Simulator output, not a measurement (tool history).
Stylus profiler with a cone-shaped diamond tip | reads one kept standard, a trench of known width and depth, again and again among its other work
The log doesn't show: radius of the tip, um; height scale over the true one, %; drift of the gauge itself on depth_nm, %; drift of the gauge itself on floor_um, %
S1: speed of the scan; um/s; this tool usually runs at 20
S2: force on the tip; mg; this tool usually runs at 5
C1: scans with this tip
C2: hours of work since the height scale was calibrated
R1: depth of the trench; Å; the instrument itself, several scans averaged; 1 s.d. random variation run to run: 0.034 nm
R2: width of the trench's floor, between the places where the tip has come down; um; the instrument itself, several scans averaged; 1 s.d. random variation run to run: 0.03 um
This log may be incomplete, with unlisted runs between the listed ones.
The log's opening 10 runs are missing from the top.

run    hour  S1     S2     C1    C2      R1     R2
 11   565.1  20      5  11279  1592  1019.9  17.62
 12   600.1  20      5  11468  1618  1020.4  17.58
 13   660.6  20      5  11794  1664  1019.8  17.63
 14   743.3  20      5  12239  1727    1020  17.55
 15   826.6  20      5  12689  1791    1020  17.63
      849.8  -- height scale calibrated on a step standard
 16   867.7  20      5  12908    14  1021.8   17.6
 17   904.3  17   8.68  13105    41  1028.9  17.65
 18   982.6  38   4.33  13527   101    1020  17.56
 19  1026.9  12   3.11  13766   135  1017.2   17.6
 20    1089  11   3.64  14101   182  1018.7  17.62
 21  1129.8  11   3.64  14321   213    1018  17.58
 22  1208.1   7   2.05  14743   273  1014.1  17.57
     1233.9  -- height scale calibrated on a step standard, once more
 23  1278.4   7   9.99  15119    34  1025.6  17.53
 24  1335.4  45  11.32  15426    77  1028.4  17.44

What does the tool deliver on the next run?
 25  1382.3  19  4.06  15679  113   ?   ?

R1: 1014.4 Å
R2: 17.49 um
Minus the tool's unlogged condition, the same run would have read R1 1014.2 Å, R2 17.92 um.

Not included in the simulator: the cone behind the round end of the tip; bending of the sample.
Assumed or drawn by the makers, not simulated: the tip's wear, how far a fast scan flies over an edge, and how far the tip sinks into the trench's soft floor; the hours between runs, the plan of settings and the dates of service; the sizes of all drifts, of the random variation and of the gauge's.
